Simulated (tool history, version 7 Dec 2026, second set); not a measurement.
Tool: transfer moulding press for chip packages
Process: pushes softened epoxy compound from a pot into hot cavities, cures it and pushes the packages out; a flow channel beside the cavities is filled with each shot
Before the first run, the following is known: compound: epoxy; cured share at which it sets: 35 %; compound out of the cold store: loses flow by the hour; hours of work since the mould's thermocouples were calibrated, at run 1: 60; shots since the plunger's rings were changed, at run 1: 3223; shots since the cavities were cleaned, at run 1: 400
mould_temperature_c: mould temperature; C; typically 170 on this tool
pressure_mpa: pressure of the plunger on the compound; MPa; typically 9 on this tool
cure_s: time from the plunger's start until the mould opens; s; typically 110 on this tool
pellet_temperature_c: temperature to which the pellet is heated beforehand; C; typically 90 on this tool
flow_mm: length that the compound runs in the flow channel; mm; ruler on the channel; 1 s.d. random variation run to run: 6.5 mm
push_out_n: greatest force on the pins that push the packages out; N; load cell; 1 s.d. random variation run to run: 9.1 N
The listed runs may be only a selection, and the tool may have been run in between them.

run   hour  mould_temperature_c  pressure_mpa  cure_s  pellet_temperature_c  hours of work since the mould's thermocouples were calibrated  shots since the plunger's rings were changed  shots since the cavities were cleaned  incoming compound's hours out of the cold store  flow_mm  push_out_n
  1      0                  170             9     110                    90                                                             60                                          3223                                    400                                             35.2      679         681
       8.3  -- plunger's sealing rings changed
      11.8  -- cavities cleaned with cleaning compound and waxed
  2     30                  170             9     110                    90                                                             75                                           184                                    166                                             45.8      685         558
  3   51.7                  170             9     110                    90                                                             88                                           381                                    363                                             39.7      707         655
      64.8  -- cavities cleaned with cleaning compound and waxed
  4   73.4                  170             9     110                    90                                                            100                                           566                                     78                                             41.8      690         507
  5   97.9                  170             9     110                    90                                                            114                                           789                                    301                                             23.9      749         647
     120.2  -- cavities cleaned with cleaning compound and waxed
  6  130.8                  170             9     110                    90                                                            133                                          1075                                     97                                             40.1      683         499
  7  158.7                  170             9     110                    95                                                            149                                          1328                                    350                                             37.9      703         658
     175.7  -- cavities cleaned with cleaning compound and waxed
  8  178.7                  170             9     110                    95                                                            160                                          1497                                     27                                             41.2      693         444
  9  207.6                  170          8.11     110                    90                                                            176                                          1760                                    290                                             29.9      674         590
     229.7  -- cavities cleaned with cleaning compound and waxed
 10  239.1                  170          8.11     110                    90                                                            194                                          2033                                     85                                             30.8      671         506
 11  268.4                  170          8.11     110                    90                                                            211                                          2301                                    353                                             34.2      660         641
     282.6  -- cavities cleaned with cleaning compound and waxed
 12  288.1                  170          8.11     110                    90                                                            222                                          2466                                     50                                             15.2      694         451
 13  320.2                  170          8.11     110                    90                                                            241                                          2758                                    342                                             18.9      697         641
     336.6  -- cavities cleaned with cleaning compound and waxed
 14  354.1                  170             9     106                    90                                                            260                                          3053                                    159                                             40.1      670         574
     381.4  -- plunger's sealing rings changed
 15  382.5                  170          8.65     114                    90                                                            275                                            10                                    395                                             10.2      773         645
     392.8  -- cavities cleaned with cleaning compound and waxed
 16  399.6                  170         10.35     103                    80                                                            284                                           152                                     62                                               10      854         532
 17  431.6                  175          9.51     140                   100                                                            302                                           443                                    353                                             31.3      707         580
     446.9  -- cavities cleaned with cleaning compound and waxed
 18  467.4                  167          9.64     140                   100                                                            323                                           756                                    187                                             21.5      799         517
 19  483.3                  170          9.64     140                    86                                                            332                                           901                                    332                                             38.6      721         561
       501  -- cavities cleaned with cleaning compound and waxed
 20    501                  170          9.64     140                    86                                                            341                                          1048                                      0                                             42.3      715         359
 21  517.9                  170          9.64     140                    86                                                            351                                          1202                                    154                                             39.2      716         502
 22  549.9                  169             9     113                    96                                                            370                                          1493                                    445                                             39.1      707         650
     554.3  -- cavities cleaned with cleaning compound and waxed
 23  566.3                  173             9     106                    90                                                            379                                          1629                                    109                                             45.1      662         483
 24  588.9                  164         10.49     106                    95                                                            392                                          1835                                    315                                             34.9      764         893
 25  604.7                  170         10.49     102                    94                                                            401                                          1978                                    458                                             32.4      768         727
     608.8  -- cavities cleaned with cleaning compound and waxed
 26  620.7                  174         10.26     115                    84                                                            410                                          2111                                    108                                             44.8      706         455
 27  651.4                  170             9     142                    90                                                            427                                          2390                                    387                                             29.1      700         583

3 options for the next run, each taken on its own from the tool as it stands now. Forecast them:
     663.3  -- cavities cleaned with cleaning compound and waxed
  A  679.7                  170             9     110                    81                                                            443                                          2634                                    149                                             37.8        ?           ?
     663.3  -- cavities cleaned with cleaning compound and waxed
  B  679.7                  170             9     143                    89                                                            443                                          2634                                    149                                             46.5        ?           ?
     663.3  -- cavities cleaned with cleaning compound and waxed
  C  679.7                  164          9.01     142                    91                                                            443                                          2634                                    149                                             15.2        ?           ?

run  flow_mm  push_out_n
  A      676         514
  B      671         483
  C      765         540
Take away the tool's hidden state, keep each run's random variation, and the runs would have read:
run  flow_mm  push_out_n
  A      709         400
  B      704         369
  C      803         421
